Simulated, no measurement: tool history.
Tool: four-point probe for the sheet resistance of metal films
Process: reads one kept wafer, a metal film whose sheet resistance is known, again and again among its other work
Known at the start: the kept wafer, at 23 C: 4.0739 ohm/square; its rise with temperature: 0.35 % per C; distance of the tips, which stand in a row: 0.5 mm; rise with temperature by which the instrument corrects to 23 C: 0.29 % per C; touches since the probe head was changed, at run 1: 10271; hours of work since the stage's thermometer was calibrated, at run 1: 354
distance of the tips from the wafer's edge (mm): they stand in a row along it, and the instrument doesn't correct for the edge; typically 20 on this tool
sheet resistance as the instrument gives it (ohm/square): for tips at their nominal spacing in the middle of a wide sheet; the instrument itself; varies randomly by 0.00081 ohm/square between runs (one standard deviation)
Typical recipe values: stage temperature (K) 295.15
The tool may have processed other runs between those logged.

run   hour  stage temperature (K)  distance of the tips from the wafer's edge (mm)  touches since the probe head was changed  hours of work since the stage's thermometer was calibrated  sheet resistance as the instrument gives it (ohm/square)
  1    0.0                 295.15                                               20                                     10271                                                         354                                                  4.069932
  2   32.9                 295.15                                               11                                     10834                                                         377                                                  4.074260
  3   55.7                 295.15                                               11                                     11225                                                         393                                                  4.073907
  4   90.7                 295.15                                               11                                     11822                                                         417                                                  4.074975
  5  124.2                 295.15                                               11                                     12395                                                         441                                                  4.074317
  6  145.2                 295.15                                               20                                     12755                                                         456                                                  4.072638
  7  168.7                 295.15                                               20                                     13157                                                         472                                                  4.071181
  8  207.3                 295.15                                               20                                     13818                                                         499                                                  4.071915
  9  231.2                 295.15                                               13                                     14227                                                         516                                                  4.074654
     234.9  -- stage's thermometer calibrated
 10  263.6                 295.15                                               13                                     14773                                                          20                                                  4.074938
 11  295.5                 305.15                                                4                                     15318                                                          43                                                  4.127456
     299.6  -- stage's thermometer calibrated, once more
 12  324.4                 305.15                                                4                                     15805                                                          17                                                  4.128558
 13  354.6                 304.15                                                6                                     16321                                                          39                                                  4.108066
 14  378.9                 304.15                                                6                                     16737                                                          56                                                  4.106866

Run 15 is up next; what results do you expect?
 15  399.4                 293.15                                               35                                     17088                                                          70                                                         ?

{"run 15": {"sheet resistance as the instrument gives it (ohm/square)": 4.066514}}
Had the tool carried no hidden state, the very same run would have given sheet resistance as the instrument gives it (ohm/square) 4.066747.

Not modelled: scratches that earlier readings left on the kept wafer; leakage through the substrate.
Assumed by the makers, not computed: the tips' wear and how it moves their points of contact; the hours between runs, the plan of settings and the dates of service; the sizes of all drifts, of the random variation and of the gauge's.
